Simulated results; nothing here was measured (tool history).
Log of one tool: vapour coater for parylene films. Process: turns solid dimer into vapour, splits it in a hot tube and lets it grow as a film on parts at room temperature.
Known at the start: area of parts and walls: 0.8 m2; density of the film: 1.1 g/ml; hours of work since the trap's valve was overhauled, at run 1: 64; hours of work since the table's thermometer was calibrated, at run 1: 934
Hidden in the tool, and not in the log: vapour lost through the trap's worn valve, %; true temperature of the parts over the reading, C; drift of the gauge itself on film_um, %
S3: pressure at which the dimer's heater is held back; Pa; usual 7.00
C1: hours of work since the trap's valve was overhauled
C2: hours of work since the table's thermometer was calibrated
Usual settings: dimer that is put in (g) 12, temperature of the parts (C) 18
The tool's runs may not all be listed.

{"run": 1, "day": 0.0, "dimer that is put in (g)": 12, "temperature of the parts (C)": 18, "S3": 7.0, "C1": 64, "C2": 934, "thickness of the film (µm)": 8.76}
{"run": 2, "day": 1.888, "dimer that is put in (g)": 12, "temperature of the parts (C)": 18, "S3": 7.0, "C1": 90, "C2": 960, "thickness of the film (µm)": 8.69}
{"run": 3, "day": 4.317, "dimer that is put in (g)": 12, "temperature of the parts (C)": 18, "S3": 7.0, "C1": 123, "C2": 993, "thickness of the film (µm)": 8.65}
{"run": 4, "day": 6.608, "dimer that is put in (g)": 12, "temperature of the parts (C)": 18, "S3": 7.0, "C1": 154, "C2": 1024, "thickness of the film (µm)": 8.61}
{"run": 5, "day": 8.0, "dimer that is put in (g)": 12, "temperature of the parts (C)": 18, "S3": 6.72, "C1": 173, "C2": 1043, "thickness of the film (µm)": 8.54}
{"run": 6, "day": 10.379, "dimer that is put in (g)": 12, "temperature of the parts (C)": 18, "S3": 5.76, "C1": 205, "C2": 1075, "thickness of the film (µm)": 8.87}
{"day": 12.267, "done": "trap's valve overhauled"}
{"run": 7, "day": 12.612, "dimer that is put in (g)": 12, "temperature of the parts (C)": 18, "S3": 5.76, "C1": 5, "C2": 1103, "thickness of the film (µm)": 9.17}
{"run": 8, "day": 14.246, "dimer that is put in (g)": 12, "temperature of the parts (C)": 18, "S3": 5.76, "C1": 27, "C2": 1125, "thickness of the film (µm)": 9.18}
{"run": 9, "day": 16.671, "dimer that is put in (g)": 12, "temperature of the parts (C)": 18, "S3": 5.76, "C1": 60, "C2": 1158, "thickness of the film (µm)": 9.08}
{"run": 10, "day": 18.4, "dimer that is put in (g)": 12, "temperature of the parts (C)": 18, "S3": 5.76, "C1": 83, "C2": 1181, "thickness of the film (µm)": 8.99}
{"run": 11, "day": 19.729, "dimer that is put in (g)": 12, "temperature of the parts (C)": 18, "S3": 5.76, "C1": 101, "C2": 1199, "thickness of the film (µm)": 9.03}
{"run": 12, "day": 21.575, "dimer that is put in (g)": 12, "temperature of the parts (C)": 18, "S3": 5.76, "C1": 126, "C2": 1224, "thickness of the film (µm)": 8.9}
{"run": 13, "day": 23.367, "dimer that is put in (g)": 12, "temperature of the parts (C)": 18, "S3": 5.76, "C1": 150, "C2": 1249, "thickness of the film (µm)": 8.92}
{"run": 14, "day": 25.771, "dimer that is put in (g)": 12, "temperature of the parts (C)": 18, "S3": 5.76, "C1": 183, "C2": 1281, "thickness of the film (µm)": 8.83}
{"run": 15, "day": 27.671, "dimer that is put in (g)": 12, "temperature of the parts (C)": 18, "S3": 5.76, "C1": 209, "C2": 1307, "thickness of the film (µm)": 8.76}
{"day": 29.246, "done": "trap's valve overhauled"}
{"run": 16, "day": 29.654, "dimer that is put in (g)": 12, "temperature of the parts (C)": 18, "S3": 5.76, "C1": 6, "C2": 1331, "thickness of the film (µm)": 9.12}
{"run": 17, "day": 31.196, "dimer that is put in (g)": 13, "temperature of the parts (C)": 17, "S3": 5.1, "C1": 26, "C2": 1352, "thickness of the film (µm)": 10.43}
{"run": 18, "day": 33.417, "dimer that is put in (g)": 11, "temperature of the parts (C)": 17, "S3": 9.09, "C1": 56, "C2": 1382, "thickness of the film (µm)": 7.75}
{"run": 19, "day": 35.408, "dimer that is put in (g)": 5, "temperature of the parts (C)": 16, "S3": 2.98, "C1": 83, "C2": 1409, "thickness of the film (µm)": 4.47}
{"run": 20, "day": 36.629, "dimer that is put in (g)": 6, "temperature of the parts (C)": 10, "S3": 3.09, "C1": 100, "C2": 1426, "thickness of the film (µm)": 6.21}
{"run": 21, "day": 39.171, "dimer that is put in (g)": 5, "temperature of the parts (C)": 12, "S3": 3.09, "C1": 134, "C2": 1460, "thickness of the film (µm)": 4.89}
{"run": 22, "day": 41.171, "dimer that is put in (g)": 12, "temperature of the parts (C)": 22, "S3": 6.49, "C1": 161, "C2": 1487, "thickness of the film (µm)": 7.84}
{"run": 23, "day": 42.892, "dimer that is put in (g)": 6, "temperature of the parts (C)": 13, "S3": 8.98, "C1": 185, "C2": 1511, "thickness of the film (µm)": 4.58}
{"run": 24, "day": 45.162, "dimer that is put in (g)": 7, "temperature of the parts (C)": 12, "S3": 6.36, "C1": 216, "C2": 1541, "thickness of the film (µm)": 5.8}

Forecast each of these 4 alternatives for the next run:
{"day": 46.342, "done": "trap's valve overhauled"}
{"run": "A", "day": 47.071, "dimer that is put in (g)": 7, "temperature of the parts (C)": 14, "S3": 2.62, "C1": 10, "C2": 1565, "thickness of the film (µm)": "?"}
{"day": 46.342, "done": "trap's valve overhauled"}
{"run": "B", "day": 47.071, "dimer that is put in (g)": 6, "temperature of the parts (C)": 17, "S3": 2.02, "C1": 10, "C2": 1565, "thickness of the film (µm)": "?"}
{"day": 46.342, "done": "trap's valve overhauled"}
{"run": "C", "day": 47.071, "dimer that is put in (g)": 6, "temperature of the parts (C)": 12, "S3": 6.36, "C1": 10, "C2": 1565, "thickness of the film (µm)": "?"}
{"day": 46.342, "done": "trap's valve overhauled"}
{"run": "D", "day": 47.071, "dimer that is put in (g)": 12, "temperature of the parts (C)": 18, "S3": 7.0, "C1": 10, "C2": 1565, "thickness of the film (µm)": "?"}

run=A thickness_of_the_film_(µm)=6.86
run=B thickness_of_the_film_(µm)=5.75
run=C thickness_of_the_film_(µm)=5.18
run=D thickness_of_the_film_(µm)=8.81
Without the tool's hidden state the same runs would have given:
run=A thickness_of_the_film_(µm)=6.99
run=B thickness_of_the_film_(µm)=5.86
run=C thickness_of_the_film_(µm)=5.28
run=D thickness_of_the_film_(µm)=8.98
